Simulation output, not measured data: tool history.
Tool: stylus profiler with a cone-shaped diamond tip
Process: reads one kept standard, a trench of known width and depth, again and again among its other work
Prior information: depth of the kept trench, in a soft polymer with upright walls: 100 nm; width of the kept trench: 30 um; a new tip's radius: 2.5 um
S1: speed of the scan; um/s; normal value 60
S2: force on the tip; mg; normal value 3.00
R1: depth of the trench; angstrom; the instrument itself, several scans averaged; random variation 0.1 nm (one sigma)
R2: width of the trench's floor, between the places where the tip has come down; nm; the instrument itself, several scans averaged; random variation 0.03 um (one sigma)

Run 1, hour 0.0: usual settings. Result: R1 1010.7 angstrom, R2 28390 nm.
Run 2, hour 16.2: usual settings. Result: R1 1010.8 angstrom, R2 28390 nm.
Run 3, hour 30.6: usual settings. Result: R1 1009.1 angstrom, R2 28380 nm.
Run 4, hour 61.0: usual settings. Result: R1 1010.2 angstrom, R2 28420 nm.
Run 5, hour 87.5: usual settings. Result: R1 1010.9 angstrom, R2 28420 nm.
Run 6, hour 100.4: usual settings. Result: R1 1010.9 angstrom, R2 28430 nm.
Run 7, hour 129.8: usual settings. Result: R1 1010.2 angstrom, R2 28370 nm.
Run 8, hour 148.4: usual settings. Result: R1 1010.1 angstrom, R2 28410 nm.
Run 9, hour 176.4: usual settings but S1 218 um/s, S2 7.03 mg. Result: R1 1019.5 angstrom, R2 28190 nm.
Run 10, hour 201.0: usual settings but S1 218 um/s, S2 7.03 mg. Result: R1 1019.7 angstrom, R2 28180 nm.
Run 11, hour 217.8: usual settings but S1 218 um/s, S2 7.03 mg. Result: R1 1019.8 angstrom, R2 28130 nm.
Run 12, hour 244.2: usual settings but S1 58 um/s, S2 7.36 mg. Result: R1 1019.3 angstrom, R2 28440 nm.
Run 13, hour 273.7: usual settings but S1 181 um/s, S2 8.05 mg. Result: R1 1021.7 angstrom, R2 28270 nm.
Run 14, hour 288.8: usual settings but S1 23 um/s, S2 1.63 mg. Result: R1 1006.4 angstrom, R2 28500 nm.
Run 15, hour 317.3: usual settings but S1 16 um/s, S2 6.49 mg. Result: R1 1018.1 angstrom, R2 28560 nm.

5 options for the next run, each taken on its own from the tool as it stands now. Forecast them:
Run A, hour 347.2: usual settings but S1 201 um/s, S2 6.49 mg. Result: R1 ?, R2 ?.
Run B, hour 347.2: usual settings but S1 86 um/s, S2 3.02 mg. Result: R1 ?, R2 ?.
Run C, hour 347.2: usual settings but S1 212 um/s, S2 4.12 mg. Result: R1 ?, R2 ?.
Run D, hour 347.2: usual settings but S1 49 um/s, S2 6.49 mg. Result: R1 ?, R2 ?.
Run E, hour 347.2: usual settings but S1 103 um/s, S2 8.50 mg. Result: R1 ?, R2 ?.

run      R1     R2
  A  1016.5  28130
  B  1009.6  28320
  C  1012.2  28070
  D  1017.8  28470
  E  1021.0  28430
The same runs, with their run-to-run variation unchanged, on a tool lacking any hidden condition would have given:
run      R1     R2
  A  1016.5  28130
  B  1009.6  28330
  C  1012.2  28080
  D  1017.7  28470
  E  1020.9  28430
